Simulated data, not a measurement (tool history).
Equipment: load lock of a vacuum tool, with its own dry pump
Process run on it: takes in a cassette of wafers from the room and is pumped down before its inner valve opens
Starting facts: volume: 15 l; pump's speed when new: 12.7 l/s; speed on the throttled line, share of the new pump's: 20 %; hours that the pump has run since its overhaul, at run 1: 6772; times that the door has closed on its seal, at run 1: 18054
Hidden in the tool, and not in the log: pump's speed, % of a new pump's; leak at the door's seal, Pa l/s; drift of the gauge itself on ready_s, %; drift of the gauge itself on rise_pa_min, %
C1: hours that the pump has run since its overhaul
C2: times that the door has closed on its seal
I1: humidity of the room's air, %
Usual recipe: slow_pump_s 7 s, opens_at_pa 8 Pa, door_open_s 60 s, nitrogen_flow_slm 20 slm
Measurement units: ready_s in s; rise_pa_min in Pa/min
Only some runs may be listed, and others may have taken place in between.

run 1 hour=0.0 | slow_pump_s=7 opens_at_pa=8 door_open_s=60 nitrogen_flow_slm=20 | C1=6772 C2=18054 | I1=43.0 | ready_s=17.9 rise_pa_min=0.279
run 2 hour=549.9 | slow_pump_s=7 opens_at_pa=8 door_open_s=60 nitrogen_flow_slm=20 | C1=7322 C2=20217 | I1=46.0 | ready_s=17.6 rise_pa_min=0.311
run 3 hour=1002.9 | slow_pump_s=7 opens_at_pa=9 door_open_s=60 nitrogen_flow_slm=20 | C1=7775 C2=21999 | I1=45.4 | ready_s=17.7 rise_pa_min=0.346
run 4 hour=1618.8 | slow_pump_s=7 opens_at_pa=8 door_open_s=229 nitrogen_flow_slm=20 | C1=8391 C2=24422 | I1=49.0 | ready_s=18.2 rise_pa_min=0.408
-- hour=2300.5 door's seal changed, seat wiped
run 5 hour=2300.5 | slow_pump_s=7 opens_at_pa=8 door_open_s=229 nitrogen_flow_slm=20 | C1=9071 C2=0 | I1=45.6 | ready_s=17.9 rise_pa_min=0.062
run 6 hour=2896.3 | slow_pump_s=7 opens_at_pa=8 door_open_s=60 nitrogen_flow_slm=20 | C1=9667 C2=2344 | I1=45.9 | ready_s=18.5 rise_pa_min=0.048
run 7 hour=3205.8 | slow_pump_s=7 opens_at_pa=8 door_open_s=60 nitrogen_flow_slm=20 | C1=9976 C2=3561 | I1=46.2 | ready_s=18.3 rise_pa_min=0.052
run 8 hour=3601.6 | slow_pump_s=7 opens_at_pa=11 door_open_s=60 nitrogen_flow_slm=20 | C1=10372 C2=5119 | I1=46.2 | ready_s=17.9 rise_pa_min=0.063
run 9 hour=4326.4 | slow_pump_s=7 opens_at_pa=8 door_open_s=60 nitrogen_flow_slm=20 | C1=11097 C2=7969 | I1=47.3 | ready_s=18.5 rise_pa_min=0.090
run 10 hour=5002.6 | slow_pump_s=7 opens_at_pa=8 door_open_s=60 nitrogen_flow_slm=20 | C1=11773 C2=10629 | I1=46.8 | ready_s=18.6 rise_pa_min=0.105
run 11 hour=5416.5 | slow_pump_s=7 opens_at_pa=8 door_open_s=60 nitrogen_flow_slm=20 | C1=12187 C2=12258 | I1=46.9 | ready_s=18.8 rise_pa_min=0.129
run 12 hour=5933.9 | slow_pump_s=7 opens_at_pa=8 door_open_s=60 nitrogen_flow_slm=20 | C1=12704 C2=14293 | I1=46.2 | ready_s=18.2 rise_pa_min=0.147
run 13 hour=6393.2 | slow_pump_s=7 opens_at_pa=8 door_open_s=38 nitrogen_flow_slm=20 | C1=13164 C2=16100 | I1=47.3 | ready_s=19.0 rise_pa_min=0.172
run 14 hour=7130.1 | slow_pump_s=7 opens_at_pa=16 door_open_s=214 nitrogen_flow_slm=6 | C1=13900 C2=18998 | I1=45.5 | ready_s=17.8 rise_pa_min=0.269
run 15 hour=7826.8 | slow_pump_s=11 opens_at_pa=16 door_open_s=214 nitrogen_flow_slm=6 | C1=14597 C2=21739 | I1=46.7 | ready_s=20.9 rise_pa_min=0.312
run 16 hour=8160.4 | slow_pump_s=11 opens_at_pa=16 door_open_s=214 nitrogen_flow_slm=6 | C1=14931 C2=23051 | I1=46.9 | ready_s=20.8 rise_pa_min=0.334
-- hour=8416.6 dry pump taken out, an overhauled one fitted
run 17 hour=8630.4 | slow_pump_s=11 opens_at_pa=16 door_open_s=42 nitrogen_flow_slm=6 | C1=214 C2=24877 | I1=47.4 | ready_s=18.9 rise_pa_min=0.314
run 18 hour=9031.1 | slow_pump_s=11 opens_at_pa=16 door_open_s=218 nitrogen_flow_slm=6 | C1=614 C2=26453 | I1=43.1 | ready_s=19.8 rise_pa_min=0.394
-- hour=9184.8 door's seal changed, seat wiped
run 19 hour=9498.5 | slow_pump_s=6 opens_at_pa=12 door_open_s=218 nitrogen_flow_slm=6 | C1=1080 C2=1234 | I1=47.1 | ready_s=15.4 rise_pa_min=0.106
run 20 hour=9803.8 | slow_pump_s=6 opens_at_pa=12 door_open_s=218 nitrogen_flow_slm=6 | C1=1386 C2=2434 | I1=42.7 | ready_s=15.7 rise_pa_min=0.098
run 21 hour=10154.8 | slow_pump_s=8 opens_at_pa=13 door_open_s=60 nitrogen_flow_slm=41 | C1=1737 C2=3815 | I1=45.6 | ready_s=17.5 rise_pa_min=0.039

Predict each of these 4 candidate next runs independently; none follows another, all start after run 21:
run A hour=10452.4 | slow_pump_s=8 opens_at_pa=13 door_open_s=67 nitrogen_flow_slm=5 | C1=2034 C2=4986 | I1=40.1 | ready_s=? rise_pa_min=?
run B hour=10452.4 | slow_pump_s=8 opens_at_pa=13 door_open_s=60 nitrogen_flow_slm=5 | C1=2034 C2=4986 | I1=45.5 | ready_s=? rise_pa_min=?
run C hour=10452.4 | slow_pump_s=8 opens_at_pa=13 door_open_s=89 nitrogen_flow_slm=33 | C1=2034 C2=4986 | I1=46.7 | ready_s=? rise_pa_min=?
run D hour=10452.4 | slow_pump_s=11 opens_at_pa=13 door_open_s=60 nitrogen_flow_slm=41 | C1=2034 C2=4986 | I1=42.7 | ready_s=? rise_pa_min=?

run=A ready_s=17.1 rise_pa_min=0.079
run=B ready_s=17.4 rise_pa_min=0.085
run=C ready_s=17.3 rise_pa_min=0.056
run=D ready_s=19.9 rise_pa_min=0.047
Stripped of hidden state, with their random variation kept, the same runs would have yielded:
run=A ready_s=16.7 rise_pa_min=0.054
run=B ready_s=17.1 rise_pa_min=0.060
run=C ready_s=16.9 rise_pa_min=0.031
run=D ready_s=19.6 rise_pa_min=0.022
